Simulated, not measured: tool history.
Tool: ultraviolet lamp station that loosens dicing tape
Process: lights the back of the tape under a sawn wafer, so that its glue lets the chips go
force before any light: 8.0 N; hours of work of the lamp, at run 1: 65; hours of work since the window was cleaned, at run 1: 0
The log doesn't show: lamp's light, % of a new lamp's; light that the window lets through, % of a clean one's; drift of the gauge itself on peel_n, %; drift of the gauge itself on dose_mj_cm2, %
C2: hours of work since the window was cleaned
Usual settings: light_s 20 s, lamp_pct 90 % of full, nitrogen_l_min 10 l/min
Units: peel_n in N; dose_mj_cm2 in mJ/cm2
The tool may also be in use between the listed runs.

Run 1, hour 0: usual settings; hours of work of the lamp 65; C2 0. Result: peel_n 0.652 N, dose_mj_cm2 391 mJ/cm2.
Run 2, hour 61.2: usual settings but nitrogen_l_min 19 l/min; hours of work of the lamp 90; C2 25. Result: peel_n 0.484 N, dose_mj_cm2 383 mJ/cm2.
Run 3, hour 114.6: usual settings but light_s 28 s, nitrogen_l_min 19 l/min; hours of work of the lamp 112; C2 47. Result: peel_n 0.298 N, dose_mj_cm2 527 mJ/cm2.
Run 4, hour 166.5: usual settings but light_s 28 s, nitrogen_l_min 19 l/min; hours of work of the lamp 133; C2 68. Result: peel_n 0.3 N, dose_mj_cm2 519 mJ/cm2.
Run 5, hour 202.9: usual settings but light_s 28 s, nitrogen_l_min 19 l/min; hours of work of the lamp 148; C2 83. Result: peel_n 0.278 N, dose_mj_cm2 518 mJ/cm2.
Run 6, hour 265.5: usual settings but light_s 28 s, nitrogen_l_min 19 l/min; hours of work of the lamp 173; C2 109. Result: peel_n 0.297 N, dose_mj_cm2 513 mJ/cm2.
Run 7, hour 345.4: usual settings but light_s 12 s; hours of work of the lamp 206; C2 141. Result: peel_n 1.748 N, dose_mj_cm2 212 mJ/cm2.
Run 8, hour 406.4: usual settings; hours of work of the lamp 231; C2 166. Result: peel_n 0.808 N, dose_mj_cm2 345 mJ/cm2.
Run 9, hour 462.7: usual settings; hours of work of the lamp 254; C2 189. Result: peel_n 0.798 N, dose_mj_cm2 340 mJ/cm2.
Run 10, hour 500.7: usual settings but lamp_pct 74 % of full; hours of work of the lamp 270; C2 205. Result: peel_n 1.19 N, dose_mj_cm2 285 mJ/cm2.
Run 11, hour 565.9: usual settings but lamp_pct 74 % of full; hours of work of the lamp 296; C2 232. Result: peel_n 1.233 N, dose_mj_cm2 279 mJ/cm2.
Run 12, hour 602.4: usual settings but lamp_pct 74 % of full; hours of work of the lamp 311; C2 247. Result: peel_n 1.227 N, dose_mj_cm2 271 mJ/cm2.
Run 13, hour 655.1: usual settings but lamp_pct 78 % of full; hours of work of the lamp 333; C2 268. Result: peel_n 1.192 N, dose_mj_cm2 285 mJ/cm2.
Run 14, hour 720.6: usual settings but lamp_pct 96 % of full; hours of work of the lamp 360; C2 295. Result: peel_n 0.843 N, dose_mj_cm2 346 mJ/cm2.
Run 15, hour 796.8: usual settings but nitrogen_l_min 14 l/min; hours of work of the lamp 391; C2 326. Result: peel_n 0.817 N, dose_mj_cm2 319 mJ/cm2.
Run 16, hour 830.4: usual settings; hours of work of the lamp 405; C2 340. Result: peel_n 1.008 N, dose_mj_cm2 315 mJ/cm2.
Run 17, hour 889: usual settings; hours of work of the lamp 429; C2 364. Result: peel_n 0.994 N, dose_mj_cm2 304 mJ/cm2.
Run 18, hour 962.5: usual settings but lamp_pct 70 % of full; hours of work of the lamp 459; C2 394. Result: peel_n 1.578 N, dose_mj_cm2 232 mJ/cm2.
Run 19, hour 1016.5: usual settings but light_s 36 s, lamp_pct 70 % of full; hours of work of the lamp 481; C2 416. Result: peel_n 0.567 N, dose_mj_cm2 417 mJ/cm2.
Run 20, hour 1050: usual settings but lamp_pct 86 % of full; hours of work of the lamp 495; C2 430. Result: peel_n 1.194 N, dose_mj_cm2 281 mJ/cm2.
At hour 1120.9: window cleaned of glue's vapour.
Run 21, hour 1120.9: usual settings; hours of work of the lamp 523; C2 0. Result: peel_n 0.845 N, dose_mj_cm2 348 mJ/cm2.
Run 22, hour 1167.2: usual settings but light_s 22 s, nitrogen_l_min 7 l/min; hours of work of the lamp 542; C2 19. Result: peel_n 0.908 N, dose_mj_cm2 372 mJ/cm2.

Forecast run 23:
Run 23, hour 1212.7: usual settings but nitrogen_l_min 11 l/min; hours of work of the lamp 561; C2 38. Result: peel_n ?, dose_mj_cm2 ?.

peel_n: 0.792 N
dose_mj_cm2: 334 mJ/cm2
Without the tool's hidden state the same run would have given peel_n 0.547 N, dose_mj_cm2 404 mJ/cm2.
